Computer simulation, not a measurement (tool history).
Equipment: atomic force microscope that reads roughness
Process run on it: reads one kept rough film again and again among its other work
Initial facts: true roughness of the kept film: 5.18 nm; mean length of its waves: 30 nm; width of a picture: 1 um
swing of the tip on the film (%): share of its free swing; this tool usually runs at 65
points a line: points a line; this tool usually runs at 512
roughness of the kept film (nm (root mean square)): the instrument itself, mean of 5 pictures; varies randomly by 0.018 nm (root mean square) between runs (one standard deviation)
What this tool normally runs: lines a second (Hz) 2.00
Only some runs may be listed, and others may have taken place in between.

run	hour	lines a second (Hz)	swing of the tip on the film (%)	points a line	roughness of the kept film (nm (root mean square))
1	0.0	2.00	65	512	4.418
2	27.9	2.00	65	512	4.047
3	66.3	2.00	65	842	3.586
# hour 89.6: new tip fitted
4	90.0	2.00	72	512	4.306
5	119.3	2.00	59	512	4.046
6	139.7	3.21	65	512	3.633
7	178.1	3.21	65	512	3.223
# hour 182.4: new tip fitted
8	218.3	3.21	65	512	3.747
9	251.3	3.21	65	512	3.390
# hour 273.2: new tip fitted
10	278.3	3.21	65	512	4.217
11	310.8	3.21	65	512	3.819
12	342.0	2.00	65	512	3.591
# hour 364.3: new tip fitted
13	382.5	2.00	65	512	4.129
14	426.4	2.00	65	512	3.632
15	452.9	2.00	65	512	3.347
# hour 456.5: new tip fitted
16	480.3	2.00	65	512	4.065
17	517.6	2.00	65	512	3.602
18	544.9	2.00	65	512	3.343
# hour 548.4: new tip fitted
19	564.9	2.00	65	512	4.135
20	602.4	2.00	60	512	3.772
# hour 638.4: new tip fitted
21	646.1	2.00	60	512	4.386
22	684.4	2.00	65	512	3.802
23	714.0	2.00	65	512	3.501
# hour 728.6: new tip fitted
24	740.9	2.00	65	428	4.211
25	761.9	2.00	65	428	3.936
26	802.2	2.00	65	428	3.503
# hour 820.3: new tip fitted
27	831.7	2.00	65	428	4.248
28	875.2	2.00	63	848	3.803
# hour 913.2: new tip fitted
29	919.2	2.22	77	512	4.075
30	958.7	1.05	64	520	3.868
31	987.4	2.00	65	622	3.439
# hour 1004.8: new tip fitted
32	1028.9	0.93	84	481	3.996
33	1057.7	1.49	63	307	3.723
# hour 1094.7: new tip fitted
34	1094.7	1.49	63	307	4.444
35	1122.4	0.85	63	546	4.070
36	1150.1	3.02	65	715	3.582
# hour 1186.2: new tip fitted
37	1194.4	2.00	70	512	4.236
38	1219.7	1.56	65	512	4.018
39	1255.4	1.56	65	512	3.601
# hour 1278.4: new tip fitted
40	1295.1	0.63	65	343	4.337
41	1315.3	2.04	89	343	3.435
42	1338.9	2.04	89	343	3.206
43	1359.8	2.04	89	343	3.050
# hour 1369.7: new tip fitted
44	1389.8	2.04	89	343	3.583
45	1433.0	2.04	89	293	3.105
# hour 1459.8: new tip fitted
46	1468.7	0.55	86	259	4.255
47	1500.6	0.55	86	259	3.817
48	1523.8	2.07	77	833	3.410
# hour 1550.5: new tip fitted
49	1558.3	0.59	80	504	4.362
50	1584.7	2.00	61	884	4.001
51	1607.4	0.71	57	465	3.846
# hour 1641.6: new tip fitted
52	1645.0	0.71	57	465	4.586

A few steps of roughness of the kept film (nm (root mean square)) between consecutive runs. Split each: what settings, incoming material and random variation would produce without the hidden state, and what is left over for the hidden state, along with gauge scatter present in only one of the two compared results (measured, and without hidden state):
Hidden conditions of the tool in this case: radius of the tip, nm; height scale over the true one, %; drift of the gauge itself on roughness_nm, %.
Run 3 -> 4: swing of the tip on the film (%) 65 -> 72, points a line 842 -> 512, new tip fitted. roughness of the kept film (nm (root mean square)) +0.720: hidden state +0.847, all else -0.127.
Run 9 -> 10: new tip fitted. roughness of the kept film (nm (root mean square)) +0.827: hidden state +0.810, all else +0.017.
Run 18 -> 19: new tip fitted. roughness of the kept film (nm (root mean square)) +0.792: hidden state +0.817, all else -0.025.
Run 40 -> 41: lines a second (Hz) 0.63 -> 2.04, swing of the tip on the film (%) 65 -> 89. roughness of the kept film (nm (root mean square)) -0.902: hidden state -0.206, all else -0.696.
Run 45 -> 46: lines a second (Hz) 2.04 -> 0.55, swing of the tip on the film (%) 89 -> 86, points a line 293 -> 259, new tip fitted. roughness of the kept film (nm (root mean square)) +1.150: hidden state +0.623, all else +0.527.
Run 48 -> 49: lines a second (Hz) 2.07 -> 0.59, swing of the tip on the film (%) 77 -> 80, points a line 833 -> 504, new tip fitted. roughness of the kept film (nm (root mean square)) +0.952: hidden state +0.669, all else +0.283.
